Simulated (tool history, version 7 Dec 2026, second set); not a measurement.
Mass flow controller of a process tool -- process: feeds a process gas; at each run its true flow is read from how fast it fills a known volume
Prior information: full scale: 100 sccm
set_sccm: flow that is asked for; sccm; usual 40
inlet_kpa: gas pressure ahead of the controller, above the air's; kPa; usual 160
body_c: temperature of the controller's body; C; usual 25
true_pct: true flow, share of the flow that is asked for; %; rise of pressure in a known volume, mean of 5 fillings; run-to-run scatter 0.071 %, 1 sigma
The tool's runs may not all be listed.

{"run": 1, "hour": 0.0, "set_sccm": 40, "inlet_kpa": 160, "body_c": 25, "true_pct": 100.66}
{"run": 2, "hour": 191.7, "set_sccm": 40, "inlet_kpa": 230, "body_c": 25, "true_pct": 100.89}
{"run": 3, "hour": 376.0, "set_sccm": 40, "inlet_kpa": 169, "body_c": 25, "true_pct": 100.65}
{"run": 4, "hour": 508.1, "set_sccm": 40, "inlet_kpa": 169, "body_c": 25, "true_pct": 100.73}
{"run": 5, "hour": 666.0, "set_sccm": 40, "inlet_kpa": 169, "body_c": 25, "true_pct": 100.76}
{"run": 6, "hour": 793.9, "set_sccm": 40, "inlet_kpa": 160, "body_c": 35, "true_pct": 99.82}
{"run": 7, "hour": 957.4, "set_sccm": 40, "inlet_kpa": 160, "body_c": 35, "true_pct": 99.97}
{"run": 8, "hour": 1103.3, "set_sccm": 40, "inlet_kpa": 160, "body_c": 35, "true_pct": 99.87}
{"run": 9, "hour": 1289.0, "set_sccm": 40, "inlet_kpa": 160, "body_c": 35, "true_pct": 99.8}
{"run": 10, "hour": 1392.1, "set_sccm": 40, "inlet_kpa": 242, "body_c": 25, "true_pct": 100.92}
{"run": 11, "hour": 1536.5, "set_sccm": 40, "inlet_kpa": 221, "body_c": 25, "true_pct": 101.0}
{"run": 12, "hour": 1626.7, "set_sccm": 40, "inlet_kpa": 221, "body_c": 25, "true_pct": 101.01}
{"run": 13, "hour": 1804.2, "set_sccm": 92, "inlet_kpa": 160, "body_c": 25, "true_pct": 99.52}
{"run": 14, "hour": 1896.4, "set_sccm": 40, "inlet_kpa": 160, "body_c": 28, "true_pct": 100.63}
{"run": 15, "hour": 2067.4, "set_sccm": 26, "inlet_kpa": 160, "body_c": 27, "true_pct": 102.19}

What will run 16 give?
{"run": 16, "hour": 2201.4, "set_sccm": 26, "inlet_kpa": 160, "body_c": 27, "true_pct": "?"}

Run 16 produced true_pct 102.26 %.
With the hidden condition absent and the run-to-run variation left alone, this run would have shown true_pct 99.52 %.
